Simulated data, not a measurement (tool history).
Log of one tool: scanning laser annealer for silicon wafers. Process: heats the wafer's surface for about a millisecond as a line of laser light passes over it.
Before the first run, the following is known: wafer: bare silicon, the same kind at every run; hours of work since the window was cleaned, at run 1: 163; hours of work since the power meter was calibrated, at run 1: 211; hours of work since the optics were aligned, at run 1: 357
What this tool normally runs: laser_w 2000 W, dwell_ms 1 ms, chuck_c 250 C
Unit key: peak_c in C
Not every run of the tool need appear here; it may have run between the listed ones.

run    day  laser_w  dwell_ms  chuck_c  hours of work since the window was cleaned  hours of work since the power meter was calibrated  hours of work since the optics were aligned  peak_c
  1      0     2000         1      250                                         163                                                 211                                          357    1045
  2  0.238     2000         1      250                                         166                                                 213                                          360    1043
  3  0.688     2000         1      250                                         171                                                 219                                          365    1042
  4  0.971     2000         1      250                                         175                                                 222                                          368    1044
  5  1.275     2000         1      250                                         178                                                 226                                          372    1042
  6  1.604     2000         1      250                                         182                                                 230                                          376    1041
  7  2.029     2000         1      250                                         187                                                 235                                          381    1041

What does the tool deliver on the next run?
  8  2.446     2087         1      217                                         192                                                 240                                          386       ?

Run 8 came out at peak_c 1046 C.
With the hidden condition absent and the run-to-run variation left alone, this run would have shown peak_c 1046 C.
